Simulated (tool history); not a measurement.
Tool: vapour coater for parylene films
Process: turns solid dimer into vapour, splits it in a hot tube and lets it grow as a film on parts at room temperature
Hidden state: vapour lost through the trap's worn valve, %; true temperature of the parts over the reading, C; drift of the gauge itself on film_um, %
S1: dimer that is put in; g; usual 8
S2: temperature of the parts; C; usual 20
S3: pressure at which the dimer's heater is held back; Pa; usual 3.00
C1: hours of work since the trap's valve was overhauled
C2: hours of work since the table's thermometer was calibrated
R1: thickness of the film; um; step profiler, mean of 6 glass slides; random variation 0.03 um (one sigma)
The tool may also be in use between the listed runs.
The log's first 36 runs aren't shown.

Run 37, hour 1255.2: usual settings but S1 7 g, S2 15 C, S3 2.56 Pa; C1 124; C2 1218. Result: R1 2.80 um.
Run 38, hour 1300.5: usual settings but S1 7 g, S2 15 C, S3 2.56 Pa; C1 155; C2 1249. Result: R1 2.70 um.
Run 39, hour 1323.8: usual settings but S1 7 g, S2 15 C, S3 2.56 Pa; C1 171; C2 1265. Result: R1 2.70 um.
Run 40, hour 1366.2: usual settings but S1 7 g, S2 26 C, S3 5.90 Pa; C1 200; C2 1293. Result: R1 1.46 um.
Run 41, hour 1392.1: usual settings but S2 28 C, S3 10.12 Pa; C1 217; C2 1311. Result: R1 1.36 um.
Run 42, hour 1431.4: usual settings but S1 3 g, S3 11.18 Pa; C1 244; C2 1338. Result: R1 0.65 um.
Run 43, hour 1457.6: usual settings but S1 3 g, S3 11.18 Pa; C1 262; C2 1356. Result: R1 0.67 um.
Run 44, hour 1503.7: usual settings but S1 3 g, S3 11.18 Pa; C1 294; C2 1387. Result: R1 0.65 um.
At hour 1525.0: trap's valve overhauled.
Run 45, hour 1547.8: usual settings but S1 5 g, S2 13 C, S3 4.58 Pa; C1 16; C2 1415. Result: R1 1.95 um.
Run 46, hour 1571.1: usual settings but S1 3 g, S2 28 C, S3 6.50 Pa; C1 31; C2 1431. Result: R1 0.60 um.

3 ways to go on from here, each from the tool as it stands after run 46. What would each give?
Run A, hour 1601.2: usual settings but S1 3 g, S2 17 C, S3 2.67 Pa; C1 52; C2 1451. Result: R1 ?.
Run B, hour 1601.2: usual settings but S1 14 g, S2 17 C, S3 3.80 Pa; C1 52; C2 1451. Result: R1 ?.
Run C, hour 1601.2: usual settings but S1 3 g, S2 28 C, S3 6.50 Pa; C1 52; C2 1451. Result: R1 ?.

run    R1
  A  1.12
  B  4.83
  C  0.60
Without the tool's hidden state the same runs would have given:
run    R1
  A  1.17
  B  5.06
  C  0.63
